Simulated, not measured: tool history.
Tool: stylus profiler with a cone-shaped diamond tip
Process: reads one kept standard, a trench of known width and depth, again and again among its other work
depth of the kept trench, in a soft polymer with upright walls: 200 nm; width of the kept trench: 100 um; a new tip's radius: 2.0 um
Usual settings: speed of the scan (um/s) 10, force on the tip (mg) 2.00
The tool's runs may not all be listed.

run,day,speed of the scan (um/s),force on the tip (mg),depth of the trench (angstrom),width of the trench's floor (nm)
1,0.000,10,2.00,2025.7,98110
2,0.629,10,1.51,2021.5,98090
3,1.862,10,0.98,2016.3,98090
4,3.033,10,0.98,2016.2,98170
5,3.654,10,0.98,2016.4,98120
6,4.754,10,0.98,2016.3,98090
7,5.488,10,0.98,2016.3,98120
8,6.762,10,0.98,2016.5,98090
9,8.042,10,0.98,2016.3,98090
10,9.021,10,0.98,2016.7,98050
11,9.629,10,0.98,2016.7,98080
12,10.254,10,0.98,2016.6,98130
13,10.946,10,0.98,2016.7,98030
14,11.646,25,2.00,2026.6,98040
15,12.771,25,2.00,2026.5,97980
16,13.588,10,2.00,2027.0,98080
17,14.438,10,2.00,2026.9,98090
18,15.546,10,2.00,2026.7,98090
19,16.196,10,2.00,2027.0,98070
20,17.150,10,2.00,2027.0,98100
21,18.262,10,2.00,2027.0,98070
22,18.875,10,2.00,2026.9,98050
23,19.958,10,2.00,2027.1,98090
24,20.892,2,0.94,2017.1,98120
25,22.021,2,2.11,2028.3,98110
26,22.625,24,3.29,2037.5,97980
27,23.292,5,2.56,2032.2,98080
28,24.350,10,3.61,2039.9,98070
29,24.900,10,3.61,2040.0,98120
30,26.038,10,3.61,2040.3,98010
31,27.242,13,0.69,2014.4,97910
32,28.096,13,0.69,2014.2,97940
33,28.821,13,0.69,2014.4,97990
34,29.958,13,0.69,2014.5,97940
35,30.825,13,0.69,2014.8,97890
36,31.404,13,0.69,2014.7,97930
37,31.958,13,0.69,2014.8,97890
38,33.221,20,3.55,2040.1,97960
39,33.883,35,1.59,2024.3,97790
40,34.588,2,1.37,2022.3,98050
41,35.638,13,1.82,2026.6,98000
42,36.867,7,5.35,2052.5,98040
43,37.925,6,3.17,2037.7,98000
44,39.146,6,3.17,2037.8,98000
45,39.708,13,2.00,2028.3,97950
46,40.792,35,1.80,2026.5,97780

Measured less the same run without the tool's hidden state. The same run-to-run variation is in both; the gauge's scatter may not be:
The hidden state here: radius of the tip, um; height scale over the true one, %; drift of the gauge itself on depth_nm, %; drift of the gauge itself on floor_um, %.
run,depth of the trench (angstrom),width of the trench's floor (nm)
1,+0.1,-30
2,+0.1,-30
3,+0.2,-40
4,+0.2,-40
5,+0.3,-50
6,+0.3,-50
7,+0.4,-50
8,+0.4,-60
9,+0.5,-70
10,+0.6,-80
11,+0.6,-80
12,+0.7,-80
13,+0.7,-80
14,+0.7,-90
15,+0.8,-100
16,+0.9,-100
17,+1.0,-100
18,+1.1,-100
19,+1.1,-110
20,+1.1,-110
21,+1.2,-120
22,+1.2,-130
23,+1.3,-120
24,+1.4,-140
25,+1.4,-140
26,+1.5,-140
27,+1.5,-140
28,+1.6,-150
29,+1.7,-150
30,+1.7,-150
31,+1.7,-160
32,+1.7,-160
33,+1.9,-170
34,+1.9,-170
35,+2.0,-180
36,+2.0,-180
37,+2.1,-190
38,+2.1,-190
39,+2.2,-190
40,+2.2,-200
41,+2.3,-200
42,+2.4,-210
43,+2.4,-210
44,+2.5,-220
45,+2.5,-220
46,+2.6,-230
